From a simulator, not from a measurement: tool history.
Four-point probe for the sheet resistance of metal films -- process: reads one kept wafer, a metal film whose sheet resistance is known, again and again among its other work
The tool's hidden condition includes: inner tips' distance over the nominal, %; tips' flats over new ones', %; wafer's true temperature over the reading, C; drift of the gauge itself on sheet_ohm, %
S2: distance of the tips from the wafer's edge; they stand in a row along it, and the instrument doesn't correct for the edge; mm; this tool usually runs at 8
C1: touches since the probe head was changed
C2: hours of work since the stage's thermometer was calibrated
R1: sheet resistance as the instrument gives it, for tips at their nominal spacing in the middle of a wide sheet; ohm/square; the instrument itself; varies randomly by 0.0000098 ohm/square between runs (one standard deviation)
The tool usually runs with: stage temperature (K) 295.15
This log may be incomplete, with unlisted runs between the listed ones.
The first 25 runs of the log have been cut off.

Run 26, day 71.788: usual settings but stage temperature (K) 303.15, S2 7 mm; C1 57399; C2 1460. Result: R1 0.048958 ohm/square.
At day 73.508: stage's thermometer calibrated.
Run 27, day 74.833: usual settings but stage temperature (K) 303.15, S2 7 mm; C1 61573; C2 21. Result: R1 0.048898 ohm/square.
At day 76.462: new probe head fitted.
Run 28, day 77.125: usual settings but stage temperature (K) 303.15, S2 7 mm; C1 915; C2 57. Result: R1 0.049367 ohm/square.
Run 29, day 79.296: usual settings but stage temperature (K) 303.15; C1 3914; C2 92. Result: R1 0.049211 ohm/square.
Run 30, day 82.512: usual settings but stage temperature (K) 293.15, S2 27 mm; C1 8352; C2 144. Result: R1 0.048532 ohm/square.
Run 31, day 85.321: usual settings but stage temperature (K) 293.15, S2 27 mm; C1 12226; C2 189. Result: R1 0.048488 ohm/square.
Run 32, day 87.292: usual settings but stage temperature (K) 293.15, S2 27 mm; C1 14947; C2 221. Result: R1 0.048454 ohm/square.
Run 33, day 90.521: usual settings but stage temperature (K) 307.15, S2 10 mm; C1 19403; C2 272. Result: R1 0.049032 ohm/square.
Run 34, day 93.750: usual settings but stage temperature (K) 299.15, S2 52 mm; C1 23857; C2 324. Result: R1 0.048529 ohm/square.
Run 35, day 96.838: usual settings but stage temperature (K) 292.15, S2 64 mm; C1 28116; C2 374. Result: R1 0.048293 ohm/square.
Run 36, day 98.758: usual settings but stage temperature (K) 293.15, S2 17 mm; C1 30771; C2 405. Result: R1 0.048408 ohm/square.

Run 37, settings as shown, results not yet in. Your forecast:
Run 37, day 101.925: usual settings but stage temperature (K) 293.15, S2 14 mm; C1 35138; C2 455. Result: R1 ?.

{"run 37": {"R1": 0.048396}}
The same run, on a tool lacking any hidden state, would have yielded R1 0.048648 ohm/square.

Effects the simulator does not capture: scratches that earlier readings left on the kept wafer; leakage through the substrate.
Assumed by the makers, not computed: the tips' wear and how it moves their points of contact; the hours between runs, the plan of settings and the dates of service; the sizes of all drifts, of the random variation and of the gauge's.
